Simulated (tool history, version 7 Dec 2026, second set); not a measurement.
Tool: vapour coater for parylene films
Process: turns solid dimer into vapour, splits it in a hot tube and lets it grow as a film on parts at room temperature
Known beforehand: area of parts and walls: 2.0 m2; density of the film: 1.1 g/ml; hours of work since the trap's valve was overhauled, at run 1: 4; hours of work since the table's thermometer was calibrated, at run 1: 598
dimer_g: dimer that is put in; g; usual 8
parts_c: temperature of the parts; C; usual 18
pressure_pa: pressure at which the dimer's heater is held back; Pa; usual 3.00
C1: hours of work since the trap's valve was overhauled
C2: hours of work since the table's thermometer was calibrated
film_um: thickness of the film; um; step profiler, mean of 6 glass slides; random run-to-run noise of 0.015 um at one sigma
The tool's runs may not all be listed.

Run 1, day 0.000: usual settings; C1 4; C2 598. Result: film_um 2.05 um.
Run 2, day 2.108: usual settings; C1 24; C2 619. Result: film_um 2.09 um.
Run 3, day 3.504: usual settings but pressure_pa 5.56 Pa; C1 38; C2 633. Result: film_um 1.83 um.
Run 4, day 4.846: usual settings but pressure_pa 5.56 Pa; C1 51; C2 646. Result: film_um 1.83 um.
Run 5, day 7.050: usual settings but dimer_g 5 g; C1 73; C2 667. Result: film_um 1.30 um.
Run 6, day 8.054: usual settings but parts_c 24 C; C1 83; C2 677. Result: film_um 1.87 um.
Run 7, day 9.629: usual settings but parts_c 24 C, pressure_pa 8.71 Pa; C1 98; C2 692. Result: film_um 1.45 um.
Run 8, day 11.446: usual settings but parts_c 24 C, pressure_pa 8.71 Pa; C1 116; C2 710. Result: film_um 1.42 um.
Run 9, day 12.708: usual settings but parts_c 24 C, pressure_pa 8.71 Pa; C1 128; C2 723. Result: film_um 1.43 um.
Run 10, day 14.833: usual settings but parts_c 24 C, pressure_pa 8.71 Pa; C1 149; C2 743. Result: film_um 1.44 um.
Run 11, day 16.875: usual settings; C1 169; C2 763. Result: film_um 2.02 um.
At day 17.254: trap's valve overhauled.
Run 12, day 18.100: usual settings; C1 8; C2 774. Result: film_um 1.92 um.
Run 13, day 20.054: usual settings but pressure_pa 6.46 Pa; C1 27; C2 793. Result: film_um 1.61 um.
Run 14, day 21.604: usual settings but pressure_pa 6.46 Pa; C1 43; C2 808. Result: film_um 1.63 um.
Run 15, day 23.529: usual settings but pressure_pa 2.06 Pa; C1 61; C2 827. Result: film_um 2.08 um.
Run 16, day 25.546: usual settings but dimer_g 6 g, parts_c 13 C, pressure_pa 2.38 Pa; C1 81; C2 846. Result: film_um 1.65 um.
Run 17, day 27.112: usual settings but parts_c 16 C; C1 96; C2 862. Result: film_um 1.97 um.
Run 18, day 29.262: usual settings but pressure_pa 5.12 Pa; C1 117; C2 883. Result: film_um 1.68 um.
At day 29.921: trap's valve overhauled, once more.
Run 19, day 30.954: usual settings but pressure_pa 5.12 Pa; C1 10; C2 898. Result: film_um 1.88 um.
Run 20, day 32.075: usual settings but pressure_pa 5.12 Pa; C1 21; C2 909. Result: film_um 1.87 um.
Run 21, day 33.750: usual settings but dimer_g 10 g, parts_c 20 C, pressure_pa 7.55 Pa; C1 37; C2 925. Result: film_um 2.04 um.
Run 22, day 35.921: usual settings but dimer_g 10 g, parts_c 20 C, pressure_pa 7.55 Pa; C1 59; C2 946. Result: film_um 2.04 um.
Run 23, day 37.200: usual settings; C1 71; C2 959. Result: film_um 2.07 um.
Run 24, day 38.954: usual settings but dimer_g 9 g, parts_c 29 C, pressure_pa 2.06 Pa; C1 88; C2 976. Result: film_um 2.07 um.
Run 25, day 40.312: usual settings but dimer_g 7 g, parts_c 19 C; C1 102; C2 989. Result: film_um 1.78 um.
Run 26, day 42.446: usual settings but parts_c 17 C; C1 123; C2 1010. Result: film_um 2.08 um.
Run 27, day 43.567: usual settings but parts_c 17 C; C1 133; C2 1021. Result: film_um 2.09 um.

Results for each run, recomputed without the tool's hidden state and with each run's random variation untouched:
Hidden state present: vapour lost through the trap's worn valve, %; true temperature of the parts over the reading, C; drift of the gauge itself on film_um, %.
run  film_um
  1     2.05
  2     2.10
  3     1.84
  4     1.85
  5     1.32
  6     1.91
  7     1.48
  8     1.46
  9     1.47
 10     1.49
 11     2.10
 12     2.08
 13     1.75
 14     1.78
 15     2.28
 16     1.82
 17     2.18
 18     1.86
 19     1.87
 20     1.86
 21     2.04
 22     2.05
 23     2.09
 24     2.10
 25     1.80
 26     2.13
 27     2.14
